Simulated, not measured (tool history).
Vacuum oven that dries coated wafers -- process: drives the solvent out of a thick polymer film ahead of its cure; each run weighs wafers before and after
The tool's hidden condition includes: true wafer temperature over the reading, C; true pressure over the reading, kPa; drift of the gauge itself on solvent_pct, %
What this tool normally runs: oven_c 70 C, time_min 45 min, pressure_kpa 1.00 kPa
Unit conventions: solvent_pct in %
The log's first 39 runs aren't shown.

run	hour	oven_c	time_min	pressure_kpa	hours of work since the thermocouples were calibrated	hours of work since the vacuum gauge was cleaned of residue	solvent_pct
40	582.1	68	45	1.40	717	633	3.98
41	595.2	68	45	1.40	726	642	4.06
42	614.1	64	31	1.74	740	655	8.32
43	632.6	85	31	0.58	752	668	0.85
44	643.2	68	48	2.95	760	676	6.51
45	654.0	68	48	2.95	767	683	6.44
46	674.2	68	48	2.95	781	697	6.42
47	696.4	68	48	2.95	797	713	6.32

Consider 4 possible next runs. They are alternatives, not a sequence: every one starts from the tool as it was left by run 47. What does each give?
A	716.3	68	44	2.95	811	726	?
B	716.3	70	33	1.00	811	726	?
C	716.3	79	45	1.00	811	726	?
D	716.3	68	34	0.54	811	726	?

run	solvent_pct
A	6.65
B	3.74
C	1.49
D	3.78
Without the tool's hidden state the same runs would have given:
run	solvent_pct
A	6.96
B	4.01
C	1.23
D	4.11
